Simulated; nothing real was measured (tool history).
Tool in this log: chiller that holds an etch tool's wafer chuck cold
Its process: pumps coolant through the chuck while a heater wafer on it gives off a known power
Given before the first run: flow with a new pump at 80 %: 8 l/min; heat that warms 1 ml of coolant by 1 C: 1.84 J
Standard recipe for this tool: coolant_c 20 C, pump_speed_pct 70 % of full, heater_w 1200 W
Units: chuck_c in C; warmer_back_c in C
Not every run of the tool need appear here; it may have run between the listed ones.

run    hour  coolant_c  pump_speed_pct  heater_w  chuck_c  warmer_back_c
  1     0.0         20              70      1200     32.3           5.71
  2    47.5         20              70      1200     31.9           5.66
  3    90.2         12              70      1200     24.3           5.68
  4   160.4         20              70      1401     34.6           6.61
  5   196.6         20              69      1200     32.5           5.75
  6   256.7         20              69      1200     32.5           5.73
  7   309.8         20              70      1200     32.4           5.60
  8   378.6         20              70      1200     32.5           5.62
  9   428.9         20              70      1200     32.5           5.59
 10   459.4         20              70      1200     32.2           5.61
 11   500.3         20              70      1200     32.4           5.54
 12   560.0         20              70      1200     32.3           5.57
 13   615.8         20              70      1200     32.0           5.53
 14   679.1         18              70      1200     30.3           5.51
 15   731.9         20              87      1200     30.1           4.29
 16   765.9         20              87      1200     30.1           4.26
 17   818.4         12              71      1124     23.2           5.08
 18   860.2         12              71      1124     23.4           5.07
 19   927.6         12              71      1098     23.0           4.96
 20   963.7         28              70      1200     40.4           5.41
 21  1030.3         28              70      1200     40.3           5.43
 22  1099.3         21              71      1340     34.3           6.00
 23  1152.1         21              71      1340     34.8           5.96
 24  1202.4         20              68      1132     31.9           5.31
 25  1239.7         12              84       630     17.5           2.16
 26  1274.3         12              84       630     17.5           2.14
 27  1303.6         23              92      1423     34.5           4.65
 28  1373.5         23              92      1423     34.5           4.65
 29  1421.2         12              81      1796     28.1           6.83
 30  1452.1         12              81      1796     28.1           6.88
     1461.0  -- chiller's thermometer calibrated
 31  1501.7         12              81      1796     27.9           6.90
 32  1562.5         19              93       952     26.4           2.88

Below are 4 alternative next runs, each starting from the tool's condition after run 32. Predict each:
  A  1592.7         20             100      1200        ?              ?
  B  1592.7         25              93       694        ?              ?
  C  1592.7         20              70      1003        ?              ?
  D  1592.7         15              66       952        ?              ?

run  chuck_c  warmer_back_c
  A     28.9           3.50
  B     30.4           2.04
  C     30.4           4.42
  D     25.3           4.47
Without the tool's hidden state the same runs would have given:
run  chuck_c  warmer_back_c
  A     28.9           3.87
  B     30.4           2.42
  C     30.4           4.80
  D     25.3           4.84
